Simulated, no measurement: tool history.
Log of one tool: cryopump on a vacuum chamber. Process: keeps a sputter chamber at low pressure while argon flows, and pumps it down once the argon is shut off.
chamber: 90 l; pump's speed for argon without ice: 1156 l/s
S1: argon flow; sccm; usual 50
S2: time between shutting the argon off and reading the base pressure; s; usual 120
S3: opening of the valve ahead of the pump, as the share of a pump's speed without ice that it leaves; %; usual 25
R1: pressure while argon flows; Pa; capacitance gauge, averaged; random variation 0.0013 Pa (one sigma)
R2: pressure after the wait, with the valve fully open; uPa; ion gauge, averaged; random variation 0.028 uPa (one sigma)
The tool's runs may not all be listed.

Run 1, day 0.000: usual settings. Result: R1 0.2991 Pa, R2 3.13 uPa.
Run 2, day 3.012: usual settings but S3 28 %. Result: R1 0.2691 Pa, R2 3.27 uPa.
Run 3, day 6.708: usual settings but S3 28 %. Result: R1 0.2736 Pa, R2 3.44 uPa.
Run 4, day 8.717: usual settings but S3 28 %. Result: R1 0.2737 Pa, R2 3.59 uPa.
Run 5, day 11.738: usual settings but S2 43 s, S3 28 %. Result: R1 0.2749 Pa, R2 5.61 uPa.
Run 6, day 13.562: usual settings but S2 43 s, S3 28 %. Result: R1 0.2774 Pa, R2 5.74 uPa.
At day 14.158: leaking fittings of the chamber tightened, without venting.
Run 7, day 16.225: usual settings but S2 43 s, S3 28 %. Result: R1 0.2787 Pa, R2 3.36 uPa.
Run 8, day 19.183: usual settings. Result: R1 0.3143 Pa, R2 1.59 uPa.
Run 9, day 22.329: usual settings but S2 69 s. Result: R1 0.3154 Pa, R2 2.50 uPa.
Run 10, day 25.767: usual settings but S2 69 s. Result: R1 0.3199 Pa, R2 2.67 uPa.
Run 11, day 29.525: usual settings but S2 69 s. Result: R1 0.3271 Pa, R2 2.78 uPa.
Run 12, day 31.367: usual settings. Result: R1 0.3258 Pa, R2 2.13 uPa.
Run 13, day 33.638: usual settings. Result: R1 0.3281 Pa, R2 2.23 uPa.
At day 36.233: pump warmed up, emptied and cooled again.
Run 14, day 36.617: usual settings. Result: R1 0.2984 Pa, R2 1.88 uPa.
Run 15, day 40.450: usual settings. Result: R1 0.2963 Pa, R2 2.07 uPa.
Run 16, day 43.850: usual settings but S1 45 sccm, S2 60 s. Result: R1 0.2698 Pa, R2 3.22 uPa.
Run 17, day 45.546: usual settings but S1 51 sccm, S2 208 s, S3 28 %. Result: R1 0.2752 Pa, R2 1.84 uPa.
Run 18, day 47.238: usual settings but S1 51 sccm, S2 208 s, S3 28 %. Result: R1 0.2793 Pa, R2 1.86 uPa.
Run 19, day 50.808: usual settings but S1 51 sccm, S2 208 s, S3 28 %. Result: R1 0.2803 Pa, R2 2.02 uPa.
Run 20, day 52.450: usual settings but S1 51 sccm, S2 208 s, S3 28 %. Result: R1 0.2828 Pa, R2 2.04 uPa.
Run 21, day 55.712: usual settings but S1 58 sccm, S2 53 s. Result: R1 0.3608 Pa, R2 4.07 uPa.
Run 22, day 59.371: usual settings but S1 58 sccm, S2 53 s. Result: R1 0.3636 Pa, R2 4.19 uPa.
Run 23, day 61.529: usual settings but S1 45 sccm, S2 161 s, S3 20 %. Result: R1 0.3471 Pa, R2 2.69 uPa.
Run 24, day 64.667: usual settings but S2 39 s, S3 22 %. Result: R1 0.3590 Pa, R2 5.27 uPa.
Run 25, day 66.208: usual settings but S2 39 s, S3 22 %. Result: R1 0.3600 Pa, R2 5.42 uPa.
Run 26, day 68.542: usual settings but S1 21 sccm, S2 55 s, S3 26 %. Result: R1 0.1304 Pa, R2 4.59 uPa.
Run 27, day 70.442: usual settings but S1 21 sccm, S2 55 s, S3 26 %. Result: R1 0.1319 Pa, R2 4.67 uPa.
Run 28, day 72.738: usual settings but S1 21 sccm, S2 55 s, S3 26 %. Result: R1 0.1320 Pa, R2 4.79 uPa.
Run 29, day 74.275: usual settings but S1 91 sccm, S2 54 s, S3 60 %. Result: R1 0.2903 Pa, R2 5.13 uPa.

Forecast each of these 4 alternatives for the next run:
Run A, day 76.646: usual settings but S3 58 %. Result: R1 ?, R2 ?.
Run B, day 76.646: usual settings but S1 91 sccm, S2 54 s, S3 40 %. Result: R1 ?, R2 ?.
Run C, day 76.646: usual settings but S1 21 sccm. Result: R1 ?, R2 ?.
Run D, day 76.646: usual settings but S1 35 sccm, S2 61 s. Result: R1 ?, R2 ?.

run      R1    R2
  A  0.1673  3.83
  B  0.4073  5.23
  C  0.1399  3.95
  D  0.2335  4.92
Without the tool's hidden state the same runs would have given:
run      R1    R2
  A  0.1262  1.28
  B  0.3323  2.62
  C  0.1225  1.33
  D  0.2046  2.33
